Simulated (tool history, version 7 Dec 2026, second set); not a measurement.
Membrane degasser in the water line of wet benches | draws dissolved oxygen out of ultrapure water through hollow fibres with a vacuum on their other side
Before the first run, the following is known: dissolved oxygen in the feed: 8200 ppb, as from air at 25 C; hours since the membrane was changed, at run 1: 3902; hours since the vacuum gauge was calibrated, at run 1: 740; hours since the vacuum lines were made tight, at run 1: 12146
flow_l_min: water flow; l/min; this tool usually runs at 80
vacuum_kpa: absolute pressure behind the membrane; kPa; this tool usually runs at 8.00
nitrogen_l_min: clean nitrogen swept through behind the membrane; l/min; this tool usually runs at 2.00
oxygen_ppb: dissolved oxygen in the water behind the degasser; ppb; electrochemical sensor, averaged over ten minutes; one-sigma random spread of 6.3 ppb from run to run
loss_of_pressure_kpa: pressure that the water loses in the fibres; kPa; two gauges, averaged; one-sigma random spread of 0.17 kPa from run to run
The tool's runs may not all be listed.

run    hour  flow_l_min  vacuum_kpa  nitrogen_l_min  hours since the membrane was changed  hours since the vacuum gauge was calibrated  hours since the vacuum lines were made tight  oxygen_ppb  loss_of_pressure_kpa
  1     0.0          80        8.00            2.00                                  3902                                          740                                         12146       654.4                 25.99
  2    75.9          80        8.00            2.89                                  3978                                          816                                         12222       561.4                 26.04
  3   178.9          80        4.90            2.00                                  4081                                          919                                         12325       438.2                 25.91
  4   275.4          80        4.90            2.00                                  4177                                         1016                                         12421       438.6                 26.03
  5   338.6          80        8.00            1.42                                  4241                                         1079                                         12484       758.2                 26.15
  6   422.1          80        8.00            1.42                                  4324                                         1162                                         12568       762.9                 25.93
  7   497.5          80        8.00            2.00                                  4400                                         1238                                         12643       658.8                 26.29
  8   572.9          80        5.72            2.00                                  4475                                         1313                                         12719       494.4                 26.44
  9   630.3          80        8.00            4.84                                  4532                                         1371                                         12776       466.3                 26.20
 10   726.4          80        8.00            1.22                                  4628                                         1467                                         12872       815.3                 26.54
 11   819.2          80        8.00            1.22                                  4721                                         1560                                         12965       824.6                 26.43
 12   865.3          80        5.24            2.00                                  4767                                         1606                                         13011       463.9                 26.42
 13   956.2          80        5.24            2.00                                  4858                                         1696                                         13102       473.7                 25.99
 14  1065.9          80        5.24            2.00                                  4968                                         1806                                         13212       463.7                 26.13
 15  1173.7          80        8.00            2.00                                  5076                                         1914                                         13319       661.5                 26.43
 16  1239.1          80        8.00            2.00                                  5141                                         1979                                         13385       662.8                 26.27
 17  1320.9          80        8.00            2.00                                  5223                                         2061                                         13467       662.7                 26.42
     1342.5  -- seals of the vacuum lines changed
 18  1431.8          94       17.07            2.16                                  5332                                         2170                                            89      1357.8                 30.98
 19  1522.5          88       17.07            1.22                                  5422                                         2261                                           180      1754.9                 29.19
 20  1621.2          88       17.07            1.22                                  5521                                         2359                                           279      1753.2                 29.21
 21  1733.9          49       12.57            1.22                                  5634                                         2472                                           391       840.6                 15.95
 22  1785.5          49        6.74            1.22                                  5686                                         2524                                           443       412.5                 16.08
 23  1843.8          74       16.78            3.60                                  5744                                         2582                                           501       822.0                 24.33
 24  1921.6          74       16.78            3.60                                  5822                                         2660                                           579       840.4                 24.32
 25  2023.3          74       16.78            3.60                                  5923                                         2762                                           681       822.3                 24.23
 26  2115.9          58       11.71            2.00                                  6016                                         2854                                           773       679.3                 19.12
 27  2203.2         110        8.00            4.09                                  6103                                         2941                                           861       723.0                 36.45
 28  2286.7          95       13.53            2.00                                  6187                                         3025                                           944      1209.0                 31.43
 29  2356.3          69        4.81            4.99                                  6256                                         3095                                          1014       315.4                 22.99
 30  2421.3          69        4.81            4.99                                  6321                                         3160                                          1079       309.7                 22.84
 31  2507.9          69        4.81            4.99                                  6408                                         3246                                          1165       313.3                 22.66
 32  2621.4          69        7.90            3.88                                  6521                                         3360                                          1279       436.3                 22.84
 33  2693.2         121        6.79            3.59                                  6593                                         3432                                          1351       779.9                 40.19

The logged runs with the hidden state left out (each run's random variation unchanged):
Hidden state present: membrane still open, %; true pressure behind the membrane over the reading, kPa; air that leaks in behind the membrane, l/min; drift of the gauge itself on oxygen_ppb, %; drift of the gauge itself on loss_of_pressure_kpa, %.
run  oxygen_ppb  loss_of_pressure_kpa
  1       629.4                 25.40
  2       536.4                 25.44
  3       410.5                 25.29
  4       410.3                 25.40
  5       730.9                 25.50
  6       735.0                 25.28
  7       630.4                 25.62
  8       464.9                 25.76
  9       438.8                 25.52
 10       785.7                 25.84
 11       794.0                 25.71
 12       432.1                 25.69
 13       440.6                 25.26
 14       430.7                 25.37
 15       628.9                 25.66
 16       629.8                 25.49
 17       629.2                 25.63
 18      1324.9                 30.02
 19      1723.5                 28.28
 20      1721.2                 28.28
 21       819.0                 15.42
 22       389.2                 15.55
 23       792.0                 23.52
 24       809.3                 23.50
 25       791.2                 23.38
 26       652.3                 18.44
 27       673.8                 35.15
 28      1167.2                 30.29
 29       280.5                 22.16
 30       275.2                 21.99
 31       278.0                 21.81
 32       401.0                 21.96
 33       720.1                 38.64
